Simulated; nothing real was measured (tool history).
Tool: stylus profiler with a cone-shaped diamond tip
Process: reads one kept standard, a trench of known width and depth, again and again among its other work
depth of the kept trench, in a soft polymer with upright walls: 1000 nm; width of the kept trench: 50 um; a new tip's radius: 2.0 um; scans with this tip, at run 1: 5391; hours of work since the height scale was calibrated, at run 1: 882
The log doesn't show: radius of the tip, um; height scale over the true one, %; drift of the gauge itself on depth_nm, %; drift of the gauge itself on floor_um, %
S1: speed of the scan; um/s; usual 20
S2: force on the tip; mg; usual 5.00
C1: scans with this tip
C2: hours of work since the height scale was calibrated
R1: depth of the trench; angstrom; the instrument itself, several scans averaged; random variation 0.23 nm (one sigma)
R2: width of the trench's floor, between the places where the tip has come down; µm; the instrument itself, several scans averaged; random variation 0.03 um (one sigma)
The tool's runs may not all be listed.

run 1 day=0.000 | S1=20 S2=5.00 | C1=5391 C2=882 | R1=10116.8 R2=46.14
run 2 day=1.675 | S1=20 S2=5.00 | C1=5551 C2=908 | R1=10117.3 R2=46.13
run 3 day=3.800 | S1=20 S2=5.00 | C1=5755 C2=941 | R1=10115.4 R2=46.06
run 4 day=5.829 | S1=20 S2=5.00 | C1=5949 C2=973 | R1=10122.0 R2=46.05
run 5 day=9.104 | S1=20 S2=5.00 | C1=6263 C2=1024 | R1=10116.2 R2=46.07
run 6 day=12.008 | S1=20 S2=5.00 | C1=6541 C2=1070 | R1=10112.7 R2=45.98
run 7 day=15.375 | S1=20 S2=5.00 | C1=6863 C2=1123 | R1=10110.0 R2=46.01
run 8 day=18.683 | S1=20 S2=5.00 | C1=7180 C2=1175 | R1=10112.2 R2=46.02
run 9 day=20.900 | S1=20 S2=4.77 | C1=7393 C2=1209 | R1=10101.2 R2=45.96
run 10 day=24.404 | S1=20 S2=4.77 | C1=7728 C2=1264 | R1=10101.9 R2=45.98
run 11 day=27.546 | S1=40 S2=5.00 | C1=8029 C2=1313 | R1=10105.7 R2=45.90
run 12 day=30.729 | S1=20 S2=5.00 | C1=8334 C2=1363 | R1=10103.9 R2=45.91
run 13 day=32.517 | S1=9 S2=5.00 | C1=8506 C2=1391 | R1=10102.8 R2=45.91
run 14 day=36.112 | S1=9 S2=10.99 | C1=8850 C2=1448 | R1=10205.1 R2=46.00
run 15 day=38.979 | S1=9 S2=10.99 | C1=9124 C2=1493 | R1=10202.9 R2=45.94
run 16 day=42.633 | S1=9 S2=10.99 | C1=9475 C2=1550 | R1=10201.0 R2=45.93
run 17 day=44.762 | S1=9 S2=10.99 | C1=9678 C2=1583 | R1=10200.9 R2=45.91
-- day=44.962 height scale calibrated on a step standard
run 18 day=48.550 | S1=47 S2=10.99 | C1=10039 C2=56 | R1=10177.5 R2=45.80
run 19 day=51.108 | S1=20 S2=5.00 | C1=10284 C2=96 | R1=10068.0 R2=45.85
run 20 day=54.338 | S1=20 S2=5.00 | C1=10594 C2=147 | R1=10070.1 R2=45.78
run 21 day=57.567 | S1=30 S2=5.00 | C1=10903 C2=197 | R1=10067.7 R2=45.74
-- day=58.092 height scale calibrated on a step standard, once more
run 22 day=61.025 | S1=30 S2=5.00 | C1=11232 C2=46 | R1=10148.1 R2=45.77
run 23 day=63.850 | S1=20 S2=11.02 | C1=11503 C2=90 | R1=10252.7 R2=45.81
run 24 day=66.812 | S1=48 S2=2.37 | C1=11787 C2=137 | R1=10087.1 R2=45.64
run 25 day=69.504 | S1=34 S2=7.30 | C1=12044 C2=179 | R1=10187.6 R2=45.68
run 26 day=72.246 | S1=34 S2=7.30 | C1=12307 C2=222 | R1=10185.7 R2=45.69
run 27 day=73.962 | S1=7 S2=3.29 | C1=12471 C2=249 | R1=10107.3 R2=45.71
run 28 day=77.071 | S1=7 S2=3.29 | C1=12769 C2=297 | R1=10107.7 R2=45.75
run 29 day=79.492 | S1=7 S2=3.29 | C1=13001 C2=335 | R1=10098.8 R2=45.76
run 30 day=81.758 | S1=7 S2=3.29 | C1=13218 C2=371 | R1=10100.1 R2=45.68
run 31 day=85.217 | S1=22 S2=2.83 | C1=13550 C2=425 | R1=10089.4 R2=45.62
run 32 day=87.067 | S1=19 S2=9.95 | C1=13727 C2=454 | R1=10228.5 R2=45.68
run 33 day=90.004 | S1=6 S2=10.68 | C1=14008 C2=500 | R1=10238.4 R2=45.67
run 34 day=92.979 | S1=6 S2=8.01 | C1=14293 C2=547 | R1=10183.2 R2=45.66
run 35 day=95.983 | S1=27 S2=4.91 | C1=14581 C2=594 | R1=10130.8 R2=45.61
run 36 day=98.488 | S1=39 S2=3.18 | C1=14820 C2=633 | R1=10093.2 R2=45.56
run 37 day=101.150 | S1=22 S2=6.13 | C1=15076 C2=675 | R1=10151.8 R2=45.56
run 38 day=103.258 | S1=24 S2=1.91 | C1=15277 C2=708 | R1=10055.6 R2=45.52
run 39 day=106.233 | S1=30 S2=14.13 | C1=15563 C2=754 | R1=10277.8 R2=45.60
run 40 day=109.025 | S1=41 S2=13.22 | C1=15830 C2=798 | R1=10262.7 R2=45.55
run 41 day=111.333 | S1=5 S2=5.85 | C1=16051 C2=834 | R1=10143.5 R2=45.54
run 42 day=113.375 | S1=55 S2=1.67 | C1=16246 C2=866 | R1=10047.0 R2=45.37
run 43 day=115.338 | S1=35 S2=9.99 | C1=16434 C2=897 | R1=10212.3 R2=45.46
run 44 day=117.708 | S1=7 S2=2.87 | C1=16661 C2=934 | R1=10070.2 R2=45.53
run 45 day=121.162 | S1=20 S2=14.53 | C1=16992 C2=988 | R1=10277.2 R2=45.48

Forecast each of these 4 alternatives for the next run:
run A day=123.612 | S1=29 S2=8.05 | C1=17227 C2=1027 | R1=? R2=?
run B day=123.612 | S1=13 S2=2.08 | C1=17227 C2=1027 | R1=? R2=?
run C day=123.612 | S1=75 S2=6.06 | C1=17227 C2=1027 | R1=? R2=?
run D day=123.612 | S1=13 S2=1.74 | C1=17227 C2=1027 | R1=? R2=?

run=A R1=10171.4 R2=45.44
run=B R1=10051.6 R2=45.43
run=C R1=10140.4 R2=45.32
run=D R1=10041.4 R2=45.43
Without the tool's hidden state the same runs would have given:
run=A R1=10204.0 R2=46.47
run=B R1=10083.9 R2=46.47
run=C R1=10172.9 R2=46.36
run=D R1=10073.6 R2=46.47
